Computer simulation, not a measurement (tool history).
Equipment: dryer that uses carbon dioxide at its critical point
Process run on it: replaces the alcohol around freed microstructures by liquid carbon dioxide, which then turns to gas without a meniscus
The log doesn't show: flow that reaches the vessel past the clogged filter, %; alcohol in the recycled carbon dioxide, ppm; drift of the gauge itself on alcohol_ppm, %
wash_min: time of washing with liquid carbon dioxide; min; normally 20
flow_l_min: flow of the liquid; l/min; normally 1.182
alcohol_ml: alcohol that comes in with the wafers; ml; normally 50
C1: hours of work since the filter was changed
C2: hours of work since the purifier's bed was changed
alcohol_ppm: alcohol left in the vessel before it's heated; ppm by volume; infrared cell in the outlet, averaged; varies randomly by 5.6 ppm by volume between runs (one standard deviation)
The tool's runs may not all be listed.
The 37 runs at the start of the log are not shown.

run 38 day=34.229 | wash_min=20 flow_l_min=1.680 alcohol_ml=50 | C1=124 C2=478 | alcohol_ppm=61
run 39 day=34.871 | wash_min=23 flow_l_min=1.140 alcohol_ml=43 | C1=128 C2=483 | alcohol_ppm=137
run 40 day=36.088 | wash_min=14 flow_l_min=1.450 alcohol_ml=53 | C1=138 C2=492 | alcohol_ppm=367
run 41 day=36.771 | wash_min=20 flow_l_min=0.930 alcohol_ml=43 | C1=143 C2=497 | alcohol_ppm=454
run 42 day=37.712 | wash_min=28 flow_l_min=1.182 alcohol_ml=80 | C1=150 C2=504 | alcohol_ppm=92
run 43 day=38.629 | wash_min=31 flow_l_min=0.740 alcohol_ml=29 | C1=157 C2=511 | alcohol_ppm=188
run 44 day=39.542 | wash_min=31 flow_l_min=0.740 alcohol_ml=29 | C1=164 C2=518 | alcohol_ppm=180
run 45 day=40.862 | wash_min=31 flow_l_min=0.740 alcohol_ml=29 | C1=174 C2=528 | alcohol_ppm=196
run 46 day=41.483 | wash_min=15 flow_l_min=1.430 alcohol_ml=20 | C1=179 C2=533 | alcohol_ppm=152
run 47 day=42.771 | wash_min=15 flow_l_min=1.430 alcohol_ml=20 | C1=189 C2=543 | alcohol_ppm=143

Consider 3 possible next runs. They are alternatives, not a sequence: every one starts from the tool as it was left by run 47. What does each give?
run A day=43.462 | wash_min=27 flow_l_min=0.840 alcohol_ml=20 | C1=194 C2=548 | alcohol_ppm=?
run B day=43.462 | wash_min=22 flow_l_min=1.430 alcohol_ml=20 | C1=194 C2=548 | alcohol_ppm=?
run C day=43.462 | wash_min=28 flow_l_min=1.740 alcohol_ml=69 | C1=194 C2=548 | alcohol_ppm=?

run=A alcohol_ppm=160
run=B alcohol_ppm=73
run=C alcohol_ppm=53
Without the tool's hidden state the same runs would have given:
run=A alcohol_ppm=101
run=B alcohol_ppm=24
run=C alcohol_ppm=7
